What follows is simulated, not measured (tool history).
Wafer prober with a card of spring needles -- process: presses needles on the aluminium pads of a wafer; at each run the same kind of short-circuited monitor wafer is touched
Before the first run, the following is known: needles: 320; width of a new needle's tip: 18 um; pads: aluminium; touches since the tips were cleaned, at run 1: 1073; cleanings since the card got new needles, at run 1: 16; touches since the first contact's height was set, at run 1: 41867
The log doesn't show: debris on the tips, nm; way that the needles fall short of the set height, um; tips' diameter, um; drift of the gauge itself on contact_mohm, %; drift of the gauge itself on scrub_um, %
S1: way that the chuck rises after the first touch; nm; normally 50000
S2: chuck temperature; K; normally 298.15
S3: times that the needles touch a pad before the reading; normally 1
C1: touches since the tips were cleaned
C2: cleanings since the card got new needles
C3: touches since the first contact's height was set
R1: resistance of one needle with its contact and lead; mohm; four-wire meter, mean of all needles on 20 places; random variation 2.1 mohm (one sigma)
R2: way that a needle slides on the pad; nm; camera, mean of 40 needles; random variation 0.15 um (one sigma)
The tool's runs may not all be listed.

| run | hour | S1 | S2 | S3 | C1 | C2 | C3 | R1 | R2 |
|---|---|---|---|---|---|---|---|---|---|
| 1 | 0 | 50000 | 298.15 | 1 | 1073 | 16 | 41867 | 431 | 12800 |
|  | 2.5 | tips cleaned on abrasive film |
|  | 6.7 | tips cleaned on abrasive film |
|  | 11.1 | tips cleaned on abrasive film |
| 2 | 14.1 | 50000 | 298.15 | 1 | 1967 | 19 | 50968 | 589 | 12330 |
|  | 15 | tips cleaned on abrasive film |
|  | 19.5 | tips cleaned on abrasive film |
|  | 24 | tips cleaned on abrasive film |
|  | 27.6 | tips cleaned on abrasive film |
| 3 | 30.9 | 50000 | 298.15 | 1 | 2215 | 23 | 61854 | 648 | 12300 |
|  | 31.9 | tips cleaned on abrasive film |
|  | 36.3 | tips cleaned on abrasive film |
|  | 39.9 | tips cleaned on abrasive film |
|  | 44.4 | tips cleaned on abrasive film |
| 4 | 45.8 | 50000 | 298.15 | 1 | 908 | 27 | 71391 | 465 | 12290 |
|  | 48.4 | tips cleaned on abrasive film |
|  | 52.9 | tips cleaned on abrasive film |
|  | 57.4 | tips cleaned on abrasive film |
| 5 | 59.6 | 54000 | 298.15 | 1 | 1491 | 30 | 80381 | 533 | 13420 |
|  | 61.5 | tips cleaned on abrasive film |
|  | 65.8 | tips cleaned on abrasive film |
|  | 66.7 | tips cleaned on abrasive film, once more |
|  | 70.3 | tips cleaned on abrasive film |
| 6 | 73.5 | 54000 | 298.15 | 1 | 2122 | 34 | 89286 | 617 | 13230 |
|  | 74.3 | tips cleaned on abrasive film |
|  | 78.8 | tips cleaned on abrasive film |
|  | 82.7 | tips cleaned on abrasive film |
| 7 | 82.7 | 54000 | 298.15 | 1 | 0 | 37 | 95142 | 269 | 12910 |
|  | 86.8 | tips cleaned on abrasive film |
| 8 | 90 | 54000 | 298.15 | 1 | 2104 | 38 | 99928 | 625 | 13000 |
|  | 91 | tips cleaned on abrasive film |
|  | 94.6 | tips cleaned on abrasive film |
|  | 99.1 | tips cleaned on abrasive film |
|  | 103.4 | tips cleaned on abrasive film |
| 9 | 103.4 | 54000 | 307.15 | 1 | 0 | 42 | 108489 | 300 | 12950 |
|  | 107.8 | tips cleaned on abrasive film |
|  | 112.1 | tips cleaned on abrasive film |
|  | 115.7 | tips cleaned on abrasive film |
| 10 | 117.3 | 54000 | 307.15 | 1 | 1052 | 45 | 117523 | 467 | 12980 |
|  | 120 | tips cleaned on abrasive film |
|  | 124 | tips cleaned on abrasive film |
|  | 128.4 | tips cleaned on abrasive film |
| 11 | 128.4 | 54000 | 307.15 | 1 | 20 | 48 | 124655 | 286 | 12790 |
|  | 132.6 | tips cleaned on abrasive film |
|  | 136.2 | tips cleaned on abrasive film |
|  | 140.4 | tips cleaned on abrasive film |
| 12 | 141.1 | 50000 | 298.15 | 1 | 454 | 51 | 132851 | 428 | 12030 |
|  | 144.6 | tips cleaned on abrasive film |
|  | 148.8 | tips cleaned on abrasive film |
|  | 153.3 | tips cleaned on abrasive film |
| 13 | 154.6 | 50000 | 298.15 | 1 | 868 | 54 | 141559 | 526 | 11620 |
|  | 157.2 | tips cleaned on abrasive film |
|  | 160.8 | tips cleaned on abrasive film |
|  | 165.3 | tips cleaned on abrasive film |
|  | 169.8 | tips cleaned on abrasive film |
| 14 | 171.9 | 50000 | 298.15 | 1 | 1360 | 58 | 152742 | 629 | 11370 |
|  | 173.6 | tips cleaned on abrasive film |
|  | 177.9 | tips cleaned on abrasive film |
|  | 182.4 | tips cleaned on abrasive film |
|  | 186.8 | tips cleaned on abrasive film |
| 15 | 186.8 | 52000 | 336.15 | 1 | 0 | 62 | 162364 | 293 | 11680 |
|  | 190.5 | tips cleaned on abrasive film |
|  | 194.1 | tips cleaned on abrasive film |
|  | 198.6 | tips cleaned on abrasive film |
|  | 203 | tips cleaned on abrasive film |
| 16 | 203.8 | 33000 | 301.15 | 1 | 548 | 66 | 173348 | 893 | 6980 |

Run 17 is up next; what results do you expect?
|  | 207.5 | tips cleaned on abrasive film |
|  | 211.1 | tips cleaned on abrasive film |
|  | 215.5 | tips cleaned on abrasive film |
| 17 | 215.8 | 35000 | 298.15 | 1 | 171 | 69 | 181045 | ? | ? |

{"run 17": {"R1": 546, "R2": 7120}}
With the hidden condition absent and the run-to-run variation left alone, this run would have shown R1 253 mohm, R2 9140 nm.

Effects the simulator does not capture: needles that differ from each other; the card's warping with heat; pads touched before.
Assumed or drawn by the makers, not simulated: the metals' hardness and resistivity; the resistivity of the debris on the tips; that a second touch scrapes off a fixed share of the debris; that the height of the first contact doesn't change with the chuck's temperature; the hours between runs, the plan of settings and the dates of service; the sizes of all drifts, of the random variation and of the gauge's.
